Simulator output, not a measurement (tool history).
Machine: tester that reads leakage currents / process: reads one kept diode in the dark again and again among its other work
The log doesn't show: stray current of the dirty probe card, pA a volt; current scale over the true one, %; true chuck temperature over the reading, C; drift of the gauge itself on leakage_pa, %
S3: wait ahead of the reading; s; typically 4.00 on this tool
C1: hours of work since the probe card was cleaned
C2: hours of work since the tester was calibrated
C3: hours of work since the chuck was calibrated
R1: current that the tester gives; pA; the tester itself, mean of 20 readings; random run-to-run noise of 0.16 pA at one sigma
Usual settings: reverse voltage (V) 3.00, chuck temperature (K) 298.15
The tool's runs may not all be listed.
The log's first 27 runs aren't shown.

{"run": 28, "hour": 1780.1, "reverse voltage (V)": 1.1, "chuck temperature (K)": 316.15, "S3": 2.83, "C1": 1391, "C2": 88, "C3": 619, "R1": 153.93}
{"run": 29, "hour": 1819.2, "reverse voltage (V)": 1.81, "chuck temperature (K)": 326.15, "S3": 4.0, "C1": 1417, "C2": 114, "C3": 646, "R1": 462.23}
{"hour": 1864.0, "done": "tester calibrated, once more"}
{"run": 30, "hour": 1891.7, "reverse voltage (V)": 1.81, "chuck temperature (K)": 326.15, "S3": 4.0, "C1": 1464, "C2": 18, "C3": 693, "R1": 458.63}
{"run": 31, "hour": 1934.1, "reverse voltage (V)": 9.09, "chuck temperature (K)": 311.15, "S3": 0.51, "C1": 1492, "C2": 47, "C3": 721, "R1": 326.07}
{"run": 32, "hour": 1978.9, "reverse voltage (V)": 9.09, "chuck temperature (K)": 311.15, "S3": 0.51, "C1": 1522, "C2": 77, "C3": 751, "R1": 329.1}
{"run": 33, "hour": 2033.9, "reverse voltage (V)": 9.09, "chuck temperature (K)": 311.15, "S3": 0.51, "C1": 1559, "C2": 114, "C3": 788, "R1": 330.03}
{"run": 34, "hour": 2088.0, "reverse voltage (V)": 3.0, "chuck temperature (K)": 299.15, "S3": 0.35, "C1": 1595, "C2": 150, "C3": 824, "R1": 63.09}
{"run": 35, "hour": 2142.0, "reverse voltage (V)": 1.03, "chuck temperature (K)": 310.15, "S3": 1.87, "C1": 1631, "C2": 186, "C3": 860, "R1": 89.09}
{"run": 36, "hour": 2195.5, "reverse voltage (V)": 3.37, "chuck temperature (K)": 299.15, "S3": 6.34, "C1": 1667, "C2": 222, "C3": 896, "R1": 65.24}
{"run": 37, "hour": 2281.6, "reverse voltage (V)": 1.91, "chuck temperature (K)": 320.15, "S3": 1.65, "C1": 1724, "C2": 279, "C3": 953, "R1": 294.1}

Branching from run 37: 5 alternative next runs. What would each branch give?
{"hour": 2307.7, "done": "probe card cleaned and baked"}
{"run": "A", "hour": 2355.5, "reverse voltage (V)": 1.86, "chuck temperature (K)": 297.15, "S3": 0.31, "C1": 32, "C2": 327, "C3": 1001, "R1": "?"}
{"hour": 2307.7, "done": "probe card cleaned and baked"}
{"run": "B", "hour": 2355.5, "reverse voltage (V)": 16.1, "chuck temperature (K)": 298.15, "S3": 1.31, "C1": 32, "C2": 327, "C3": 1001, "R1": "?"}
{"hour": 2307.7, "done": "probe card cleaned and baked"}
{"run": "C", "hour": 2355.5, "reverse voltage (V)": 3.07, "chuck temperature (K)": 298.15, "S3": 4.0, "C1": 32, "C2": 327, "C3": 1001, "R1": "?"}
{"hour": 2307.7, "done": "probe card cleaned and baked"}
{"run": "D", "hour": 2355.5, "reverse voltage (V)": 1.67, "chuck temperature (K)": 298.15, "S3": 0.44, "C1": 32, "C2": 327, "C3": 1001, "R1": "?"}
{"hour": 2307.7, "done": "probe card cleaned and baked"}
{"run": "E", "hour": 2355.5, "reverse voltage (V)": 1.83, "chuck temperature (K)": 301.15, "S3": 4.12, "C1": 32, "C2": 327, "C3": 1001, "R1": "?"}

run=A R1=38.75
run=B R1=136.95
run=C R1=53.54
run=D R1=39.52
run=E R1=53.68
With no hidden state in the tool, these same runs would have given:
run=A R1=36.61
run=B R1=129.06
run=C R1=50.45
run=D R1=37.31
run=E R1=50.66
